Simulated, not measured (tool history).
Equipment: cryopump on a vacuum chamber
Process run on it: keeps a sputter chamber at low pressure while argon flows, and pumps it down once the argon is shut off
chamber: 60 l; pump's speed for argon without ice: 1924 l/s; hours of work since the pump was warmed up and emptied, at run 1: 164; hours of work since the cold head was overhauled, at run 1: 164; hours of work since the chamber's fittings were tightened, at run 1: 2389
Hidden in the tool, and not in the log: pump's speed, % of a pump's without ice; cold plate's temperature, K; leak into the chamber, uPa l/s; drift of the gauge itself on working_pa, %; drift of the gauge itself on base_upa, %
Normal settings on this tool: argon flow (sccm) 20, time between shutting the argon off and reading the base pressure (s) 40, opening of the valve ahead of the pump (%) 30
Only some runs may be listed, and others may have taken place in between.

run   hour  argon flow (sccm)  time between shutting the argon off and reading the base pressure (s)  opening of the valve ahead of the pump (%)  hours of work since the pump was warmed up and emptied  hours of work since the cold head was overhauled  hours of work since the chamber's fittings were tightened  pressure while argon flows (Pa)  pressure after the wait (uPa)
  1    0.0                 20                                                                     40                                          30                                                     164                                               164                                                       2389                           0.0591                           1.79
  2   28.0                 20                                                                     40                                          30                                                     182                                               182                                                       2407                           0.0590                           1.81
  3   48.0                 20                                                                     40                                          43                                                     195                                               195                                                       2420                           0.0407                           1.76
  4   67.5                 20                                                                     40                                          43                                                     207                                               207                                                       2432                           0.0411                           1.79
  5   92.2                 20                                                                     40                                          43                                                     223                                               223                                                       2448                           0.0419                           1.79
  6  115.4                 20                                                                     40                                          21                                                     238                                               238                                                       2463                           0.0859                           1.82
  7  128.5                 20                                                                     40                                          21                                                     246                                               246                                                       2471                           0.0848                           1.70
  8  143.8                 20                                                                     80                                          30                                                     256                                               256                                                       2481                           0.0600                           1.51
  9  166.5                 10                                                                     40                                          30                                                     270                                               270                                                       2495                           0.0297                           1.85
 10  190.7                 20                                                                     40                                          42                                                     285                                               285                                                       2510                           0.0428                           1.83
 11  203.3                 20                                                                     40                                          42                                                     293                                               293                                                       2518                           0.0426                           1.86
 12  224.3                 20                                                                     40                                          42                                                     307                                               307                                                       2532                           0.0427                           1.83
 13  246.9                 20                                                                     40                                          42                                                     321                                               321                                                       2546                           0.0420                           1.87
 14  273.8                 20                                                                     40                                          42                                                     338                                               338                                                       2563                           0.0430                           1.88
 15  293.4                 20                                                                     40                                          42                                                     350                                               350                                                       2576                           0.0433                           1.88
 16  312.6                 20                                                                     40                                          38                                                     363                                               363                                                       2588                           0.0475                           1.88
 17  334.9                 11                                                                     40                                          38                                                     377                                               377                                                       2602                           0.0261                           1.82
 18  356.1                 11                                                                     40                                          38                                                     390                                               390                                                       2615                           0.0256                           1.92
 19  374.5                 11                                                                     40                                          38                                                     402                                               402                                                       2627                           0.0254                           1.91
 20  393.7                 24                                                                    146                                          38                                                     414                                               414                                                       2639                           0.0578                           1.49
 21  418.9                 20                                                                     58                                          30                                                     430                                               430                                                       2655                           0.0597                           1.78
 22  431.3                 20                                                                     25                                          26                                                     438                                               438                                                       2663                           0.0690                           2.35
 23  452.8                 31                                                                     40                                          30                                                     452                                               452                                                       2677                           0.0935                           1.95
 24  465.8                 13                                                                     23                                          30                                                     460                                               460                                                       2685                           0.0391                           2.45
 25  480.5                 20                                                                    277                                          30                                                     469                                               469                                                       2694                           0.0598                           1.43
 26  499.9                 25                                                                     23                                          30                                                     481                                               481                                                       2707                           0.0746                           2.39
 27  516.0                 23                                                                     21                                          39                                                     492                                               492                                                       2717                           0.0535                           2.47
 28  539.1                 24                                                                     30                                          23                                                     506                                               506                                                       2731                           0.0935                           2.16
 29  558.1                 24                                                                     30                                          23                                                     518                                               518                                                       2743                           0.0937                           2.17
 30  571.9                  9                                                                    229                                          52                                                     527                                               527                                                       2752                           0.0158                           1.50
 31  588.7                 20                                                                    143                                          24                                                     538                                               538                                                       2763                           0.0737                           1.62
 32  608.0                 11                                                                     40                                          23                                                     550                                               550                                                       2775                           0.0425                           1.99
 33  622.4                 35                                                                     93                                          29                                                     559                                               559                                                       2784                           0.1094                           1.72

Branching from run 33: 4 alternative next runs. What would each branch give?
  A  646.9                 20                                                                     40                                          51                                                     575                                               575                                                       2800                                ?                              ?
  B  646.9                 35                                                                     39                                          29                                                     575                                               575                                                       2800                                ?                              ?
  C  646.9                  9                                                                     40                                          30                                                     575                                               575                                                       2800                                ?                              ?
  D  646.9                 14                                                                    228                                          44                                                     575                                               575                                                       2800                                ?                              ?

run  pressure while argon flows (Pa)  pressure after the wait (uPa)
  A                           0.0374                           1.96
  B                           0.1102                           2.04
  C                           0.0276                           2.00
  D                           0.0297                           1.50
The same runs, with their run-to-run variation unchanged, on a tool lacking any hidden condition would have given:
run  pressure while argon flows (Pa)  pressure after the wait (uPa)
  A                           0.0354                           0.73
  B                           0.1067                           0.77
  C                           0.0267                           0.75
  D                           0.0283                           0.23

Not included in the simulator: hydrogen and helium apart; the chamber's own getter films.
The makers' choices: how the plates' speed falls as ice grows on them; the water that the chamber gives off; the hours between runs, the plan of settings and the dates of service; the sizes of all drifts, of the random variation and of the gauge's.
